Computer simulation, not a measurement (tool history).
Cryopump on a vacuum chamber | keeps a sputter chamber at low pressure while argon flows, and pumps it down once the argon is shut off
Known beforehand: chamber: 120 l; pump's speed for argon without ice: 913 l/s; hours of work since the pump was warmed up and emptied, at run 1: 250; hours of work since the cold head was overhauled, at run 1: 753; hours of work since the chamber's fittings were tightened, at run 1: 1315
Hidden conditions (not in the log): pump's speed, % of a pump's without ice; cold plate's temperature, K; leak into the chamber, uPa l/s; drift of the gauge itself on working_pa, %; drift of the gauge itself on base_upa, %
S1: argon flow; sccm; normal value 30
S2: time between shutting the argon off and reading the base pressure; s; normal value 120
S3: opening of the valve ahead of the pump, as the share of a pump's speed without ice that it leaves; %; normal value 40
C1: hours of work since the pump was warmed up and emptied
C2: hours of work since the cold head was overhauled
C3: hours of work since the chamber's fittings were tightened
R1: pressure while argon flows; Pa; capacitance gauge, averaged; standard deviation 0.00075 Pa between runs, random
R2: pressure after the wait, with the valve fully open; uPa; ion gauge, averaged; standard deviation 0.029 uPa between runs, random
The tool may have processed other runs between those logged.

Run 1, hour 0.0: usual settings; C1 250; C2 753; C3 1315. Result: R1 0.1452 Pa, R2 3.43 uPa.
Run 2, hour 19.2: usual settings; C1 264; C2 767; C3 1330. Result: R1 0.1450 Pa, R2 3.47 uPa.
Run 3, hour 44.2: usual settings; C1 283; C2 786; C3 1349. Result: R1 0.1462 Pa, R2 3.61 uPa.
Run 4, hour 70.5: usual settings; C1 303; C2 806; C3 1369. Result: R1 0.1464 Pa, R2 3.65 uPa.
Run 5, hour 87.5: usual settings; C1 316; C2 819; C3 1381. Result: R1 0.1460 Pa, R2 3.70 uPa.
Run 6, hour 106.9: usual settings; C1 331; C2 834; C3 1396. Result: R1 0.1480 Pa, R2 3.60 uPa.
Run 7, hour 121.3: usual settings but S2 29 s; C1 342; C2 844; C3 1407. Result: R1 0.1485 Pa, R2 6.77 uPa.
Run 8, hour 138.2: usual settings but S2 29 s, S3 22 %; C1 355; C2 857; C3 1420. Result: R1 0.2618 Pa, R2 6.91 uPa.
Run 9, hour 156.7: usual settings but S2 29 s, S3 22 %; C1 369; C2 871; C3 1434. Result: R1 0.2621 Pa, R2 6.94 uPa.
Run 10, hour 177.6: usual settings but S2 29 s, S3 22 %; C1 384; C2 887; C3 1450. Result: R1 0.2617 Pa, R2 6.93 uPa.
Run 11, hour 192.7: usual settings but S2 29 s, S3 22 %; C1 396; C2 899; C3 1461. Result: R1 0.2612 Pa, R2 6.91 uPa.
Run 12, hour 210.4: usual settings but S2 29 s, S3 22 %; C1 409; C2 912; C3 1474. Result: R1 0.2636 Pa, R2 7.08 uPa.
Run 13, hour 223.1: usual settings but S1 13 sccm, S2 50 s, S3 22 %; C1 419; C2 922; C3 1484. Result: R1 0.1138 Pa, R2 5.27 uPa.
Run 14, hour 237.2: usual settings but S1 13 sccm, S2 50 s, S3 22 %; C1 429; C2 932; C3 1495. Result: R1 0.1146 Pa, R2 5.40 uPa.
Run 15, hour 260.7: usual settings but S1 29 sccm, S2 241 s, S3 17 %; C1 447; C2 950; C3 1512. Result: R1 0.3264 Pa, R2 3.43 uPa.
Run 16, hour 282.0: usual settings but S1 29 sccm, S2 241 s, S3 17 %; C1 463; C2 966; C3 1529. Result: R1 0.3263 Pa, R2 3.56 uPa.
Run 17, hour 299.4: usual settings but S1 53 sccm, S2 241 s, S3 22 %; C1 477; C2 979; C3 1542. Result: R1 0.4694 Pa, R2 3.50 uPa.
Run 18, hour 311.7: usual settings but S1 13 sccm, S3 20 %; C1 486; C2 989; C3 1551. Result: R1 0.1257 Pa, R2 4.05 uPa.
At hour 324.5: pump warmed up, emptied and cooled again.
Run 19, hour 342.1: usual settings but S1 13 sccm, S3 20 %; C1 13; C2 1008; C3 1570. Result: R1 0.1212 Pa, R2 3.59 uPa.

4 options for the next run, each taken on its own from the tool as it stands now. Forecast them:
Run A, hour 366.6: usual settings but S1 13 sccm, S2 33 s, S3 20 %; C1 32; C2 1026; C3 1589. Result: R1 ?, R2 ?.
Run B, hour 366.6: usual settings but S3 31 %; C1 32; C2 1026; C3 1589. Result: R1 ?, R2 ?.
Run C, hour 366.6: usual settings but S1 54 sccm, S3 22 %; C1 32; C2 1026; C3 1589. Result: R1 ?, R2 ?.
Run D, hour 366.6: usual settings but S1 40 sccm, S2 94 s, S3 27 %; C1 32; C2 1026; C3 1589. Result: R1 ?, R2 ?.

run      R1    R2
  A  0.1200  6.48
  B  0.1813  3.61
  C  0.4556  3.74
  D  0.2767  3.91
What these runs would have given with no unlogged condition in the tool:
run      R1    R2
  A  0.1193  4.18
  B  0.1795  1.37
  C  0.4524  1.41
  D  0.2743  1.66

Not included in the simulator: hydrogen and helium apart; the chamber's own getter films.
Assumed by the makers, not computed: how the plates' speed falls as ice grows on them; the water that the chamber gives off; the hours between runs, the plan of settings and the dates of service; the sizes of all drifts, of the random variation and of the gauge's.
